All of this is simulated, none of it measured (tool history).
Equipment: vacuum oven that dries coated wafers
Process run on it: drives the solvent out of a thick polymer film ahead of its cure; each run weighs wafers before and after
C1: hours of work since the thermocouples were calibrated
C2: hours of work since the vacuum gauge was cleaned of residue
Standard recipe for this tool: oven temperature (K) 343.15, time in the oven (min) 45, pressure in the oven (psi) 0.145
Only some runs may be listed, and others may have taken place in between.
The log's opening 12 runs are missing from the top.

Run 13, hour 625.6: usual settings; C1 548; C2 796. Result: solvent left in the film (%) 1.36.
Run 14, hour 685.3: usual settings; C1 582; C2 830. Result: solvent left in the film (%) 1.37.
Run 15, hour 729.0: usual settings but oven temperature (K) 354.15; C1 607; C2 855. Result: solvent left in the film (%) 0.38.
Run 16, hour 791.6: usual settings but oven temperature (K) 354.15; C1 642; C2 890. Result: solvent left in the film (%) 0.28.
Run 17, hour 844.8: usual settings but oven temperature (K) 354.15, time in the oven (min) 26; C1 672; C2 920. Result: solvent left in the film (%) 0.68.
Run 18, hour 905.8: usual settings but pressure in the oven (psi) 0.139; C1 707; C2 955. Result: solvent left in the film (%) 1.31.
Run 19, hour 948.1: usual settings but oven temperature (K) 352.15; C1 730; C2 979. Result: solvent left in the film (%) 0.44.
Run 20, hour 1001.1: usual settings but oven temperature (K) 352.15, pressure in the oven (psi) 0.232; C1 760; C2 1009. Result: solvent left in the film (%) 0.54.
Run 21, hour 1032.6: usual settings but oven temperature (K) 339.15, pressure in the oven (psi) 0.232; C1 778; C2 1026. Result: solvent left in the film (%) 2.53.

Run 22 has not been measured yet. What should we expect?
Run 22, hour 1067.7: usual settings but oven temperature (K) 339.15, pressure in the oven (psi) 0.232; C1 798; C2 1046. Result: solvent left in the film (%) ?.

solvent left in the film (%): 2.56
Had the tool carried no hidden state, the very same run would have given solvent left in the film (%) 2.83.

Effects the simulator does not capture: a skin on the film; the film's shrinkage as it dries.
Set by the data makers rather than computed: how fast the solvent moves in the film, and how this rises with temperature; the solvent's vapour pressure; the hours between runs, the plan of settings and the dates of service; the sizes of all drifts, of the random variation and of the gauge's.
